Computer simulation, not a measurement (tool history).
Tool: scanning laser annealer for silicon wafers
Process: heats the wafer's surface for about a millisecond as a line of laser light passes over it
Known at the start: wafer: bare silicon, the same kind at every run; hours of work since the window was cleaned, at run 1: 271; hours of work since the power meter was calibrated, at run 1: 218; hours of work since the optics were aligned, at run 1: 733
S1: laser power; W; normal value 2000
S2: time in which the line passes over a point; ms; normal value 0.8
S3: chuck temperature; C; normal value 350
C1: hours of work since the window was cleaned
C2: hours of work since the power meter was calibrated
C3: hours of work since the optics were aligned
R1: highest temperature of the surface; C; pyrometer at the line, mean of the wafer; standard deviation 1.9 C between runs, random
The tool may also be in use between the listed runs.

run,hour,S1,S2,S3,C1,C2,C3,R1
1,0,2000,0.8,350,271,218,733,1131
2,12.9,2000,0.8,350,281,228,743,1128
3,31.4,2000,0.8,350,295,242,758,1126
# hour 44.4: window over the wafer cleaned
4,49.8,2000,0.8,350,4,255,770,1125
5,62.4,2000,0.8,350,14,265,780,1128
6,84.5,2000,0.8,350,31,282,797,1125
7,107.3,2000,0.8,350,49,300,815,1133
8,131.1,2000,0.611,350,67,318,834,1031
9,148.5,2000,0.8,350,81,332,847,1126

Estimate the outcome of run 10 from the log above:
10,171.5,1916,0.829,376,99,350,865,?

Logged for run 10: R1 1126 C.
Without the tool's hidden state the same run would have given R1 1127 C.
